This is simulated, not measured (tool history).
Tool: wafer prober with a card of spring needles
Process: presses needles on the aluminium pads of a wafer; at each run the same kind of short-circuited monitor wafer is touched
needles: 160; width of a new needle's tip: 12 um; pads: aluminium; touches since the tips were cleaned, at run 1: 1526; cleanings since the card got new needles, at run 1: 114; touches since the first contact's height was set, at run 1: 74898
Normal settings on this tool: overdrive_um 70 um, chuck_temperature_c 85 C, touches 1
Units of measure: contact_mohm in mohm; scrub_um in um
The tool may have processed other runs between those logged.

run	hour	overdrive_um	chuck_temperature_c	touches	touches since the tips were cleaned	cleanings since the card got new needles	touches since the first contact's height was set	contact_mohm	scrub_um
1	0	70	85	1	1526	114	74898	143	13.55
# hour 3.2: tips cleaned on abrasive film
# hour 11.2: tips cleaned on abrasive film
# hour 17.6: tips cleaned on abrasive film
# hour 25.6: tips cleaned on abrasive film
# hour 32: tips cleaned on abrasive film
# hour 40: tips cleaned on abrasive film
# hour 48: tips cleaned on abrasive film
# hour 55.9: tips cleaned on abrasive film
2	56.9	70	85	1	324	122	94386	142	13.47
# hour 63.3: tips cleaned on abrasive film
# hour 71.2: tips cleaned on abrasive film
# hour 77.6: tips cleaned on abrasive film
# hour 85.6: tips cleaned on abrasive film
# hour 92: tips cleaned on abrasive film
# hour 100: tips cleaned on abrasive film
# hour 108: tips cleaned on abrasive film
# hour 114.4: tips cleaned on abrasive film
3	119.4	70	85	1	1747	130	115844	143	13.56
# hour 121.1: tips cleaned on abrasive film
# hour 127.5: tips cleaned on abrasive film
# hour 135.5: tips cleaned on abrasive film
# hour 143.4: tips cleaned on abrasive film
# hour 151.4: tips cleaned on abrasive film
# hour 157.8: tips cleaned on abrasive film
# hour 165.8: tips cleaned on abrasive film
# hour 172.2: tips cleaned on abrasive film
# hour 180.2: tips cleaned on abrasive film
# hour 188.2: tips cleaned on abrasive film
# hour 196.1: tips cleaned on abrasive film
4	200.3	70	85	1	1455	141	143580	145	13.55
# hour 203.6: tips cleaned on abrasive film
# hour 210: tips cleaned on abrasive film
# hour 217.9: tips cleaned on abrasive film
# hour 225.9: tips cleaned on abrasive film
# hour 233.9: tips cleaned on abrasive film
# hour 241.9: tips cleaned on abrasive film
# hour 249.9: tips cleaned on abrasive film
# hour 257.8: tips cleaned on abrasive film
# hour 264.2: tips cleaned on abrasive film
# hour 272.2: tips cleaned on abrasive film
5	273.8	70	85	1	557	151	168776	144	13.45
# hour 278.7: tips cleaned on abrasive film
# hour 285.1: tips cleaned on abrasive film
# hour 293: tips cleaned on abrasive film
# hour 301: tips cleaned on abrasive film
# hour 309: tips cleaned on abrasive film
# hour 317: tips cleaned on abrasive film
# hour 325: tips cleaned on abrasive film
6	325.1	70	85	1	45	158	186352	142	13.42
# hour 331.5: tips cleaned on abrasive film
# hour 339.5: tips cleaned on abrasive film
# hour 347.4: tips cleaned on abrasive film
# hour 355.4: tips cleaned on abrasive film
# hour 363.4: tips cleaned on abrasive film
# hour 371.4: tips cleaned on abrasive film
# hour 379.3: tips cleaned on abrasive film
# hour 387.3: tips cleaned on abrasive film
7	388.3	70	85	1	333	166	208036	143	13.47
# hour 394.7: tips cleaned on abrasive film
# hour 402.7: tips cleaned on abrasive film
# hour 410.6: tips cleaned on abrasive film
# hour 418.6: tips cleaned on abrasive film
# hour 426.2: tips cleaned on abrasive film
8	426.2	70	85	1	0	171	221034	143	13.52
# hour 434.1: tips cleaned on abrasive film
# hour 440.5: tips cleaned on abrasive film
# hour 440.8: height of the first contact set anew
# hour 448.8: tips cleaned on abrasive film
# hour 456.8: tips cleaned on abrasive film
# hour 464.8: tips cleaned on abrasive film
9	468	86	85	1	1127	176	9340	143	16.56
# hour 471.3: tips cleaned on abrasive film
# hour 479.3: tips cleaned on abrasive film
# hour 487.2: tips cleaned on abrasive film
# hour 495.2: tips cleaned on abrasive film
# hour 503.2: tips cleaned on abrasive film
# hour 511.2: tips cleaned on abrasive film
# hour 519.2: tips cleaned on abrasive film
# hour 527.1: tips cleaned on abrasive film
# hour 535.1: tips cleaned on abrasive film
10	535.8	85	72	2	234	185	32578	137	16.27
# hour 542.2: tips cleaned on abrasive film
# hour 550.2: tips cleaned on abrasive film
# hour 558.1: tips cleaned on abrasive film
# hour 566.1: tips cleaned on abrasive film
# hour 572.5: tips cleaned on abrasive film
# hour 580.5: tips cleaned on abrasive film
# hour 588.5: tips cleaned on abrasive film
# hour 594.9: tips cleaned on abrasive film
# hour 602.9: tips cleaned on abrasive film
# hour 610.8: tips cleaned on abrasive film
11	614.4	85	72	2	1245	195	59559	140	16.37

Run 12, settings as shown, results not yet in. Your forecast:
# hour 617.7: tips cleaned on abrasive film
# hour 625.6: tips cleaned on abrasive film
# hour 633.6: tips cleaned on abrasive film
# hour 641.6: tips cleaned on abrasive film
# hour 648: tips cleaned on abrasive film
12	651.4	70	46	3	1177	200	72235	?	?

contact_mohm: 140 mohm
scrub_um: 13.46 um
Had the tool carried no hidden state, the very same run would have given contact_mohm 140 mohm, scrub_um 13.58 um.
